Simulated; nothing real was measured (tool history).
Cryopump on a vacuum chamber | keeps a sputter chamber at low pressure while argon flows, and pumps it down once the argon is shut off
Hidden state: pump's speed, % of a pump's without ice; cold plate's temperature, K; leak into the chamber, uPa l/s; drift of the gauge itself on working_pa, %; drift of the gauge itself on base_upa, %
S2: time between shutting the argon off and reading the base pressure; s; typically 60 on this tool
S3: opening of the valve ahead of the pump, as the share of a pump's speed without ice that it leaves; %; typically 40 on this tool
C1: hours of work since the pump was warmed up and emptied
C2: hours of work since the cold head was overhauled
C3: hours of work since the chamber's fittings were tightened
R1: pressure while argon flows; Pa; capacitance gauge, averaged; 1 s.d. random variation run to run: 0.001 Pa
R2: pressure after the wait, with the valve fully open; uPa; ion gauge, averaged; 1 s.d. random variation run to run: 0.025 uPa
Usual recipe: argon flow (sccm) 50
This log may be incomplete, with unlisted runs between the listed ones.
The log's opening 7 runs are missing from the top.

At hour 87.2: pump warmed up, emptied and cooled again.
Run 8, hour 88.7: usual settings; C1 1; C2 518; C3 158. Result: R1 0.2210 Pa, R2 1.09 uPa.
Run 9, hour 98.0: usual settings; C1 7; C2 524; C3 163. Result: R1 0.2235 Pa, R2 1.06 uPa.
Run 10, hour 106.4: usual settings; C1 12; C2 529; C3 169. Result: R1 0.2235 Pa, R2 1.10 uPa.
Run 11, hour 123.5: usual settings; C1 23; C2 539; C3 179. Result: R1 0.2240 Pa, R2 1.08 uPa.
Run 12, hour 140.9: usual settings; C1 33; C2 550; C3 190. Result: R1 0.2224 Pa, R2 1.08 uPa.
Run 13, hour 155.0: usual settings; C1 42; C2 559; C3 199. Result: R1 0.2228 Pa, R2 1.11 uPa.
Run 14, hour 165.5: usual settings but argon flow (sccm) 37; C1 49; C2 566; C3 205. Result: R1 0.1653 Pa, R2 1.14 uPa.
Run 15, hour 183.1: usual settings but argon flow (sccm) 37; C1 60; C2 577; C3 216. Result: R1 0.1662 Pa, R2 1.12 uPa.
Run 16, hour 194.2: usual settings but argon flow (sccm) 37; C1 67; C2 583; C3 223. Result: R1 0.1676 Pa, R2 1.14 uPa.
Run 17, hour 209.7: usual settings but argon flow (sccm) 37; C1 76; C2 593; C3 233. Result: R1 0.1687 Pa, R2 1.11 uPa.
Run 18, hour 222.4: usual settings but argon flow (sccm) 31; C1 84; C2 601; C3 241. Result: R1 0.1419 Pa, R2 1.15 uPa.
Run 19, hour 233.0: usual settings but argon flow (sccm) 46, S2 142 s, S3 17 %; C1 91; C2 608; C3 247. Result: R1 0.4856 Pa, R2 0.78 uPa.
Run 20, hour 243.9: usual settings but argon flow (sccm) 46, S2 142 s, S3 17 %; C1 97; C2 614; C3 254. Result: R1 0.4845 Pa, R2 0.76 uPa.

What will run 21 give?
Run 21, hour 258.7: usual settings but argon flow (sccm) 98; C1 107; C2 624; C3 263. Result: R1 ?, R2 ?.

Run 21 measured R1 0.4489 Pa, R2 1.17 uPa.
If the tool had no hidden condition, the same run with the same run-to-run variation would have returned R1 0.4339 Pa, R2 0.96 uPa.
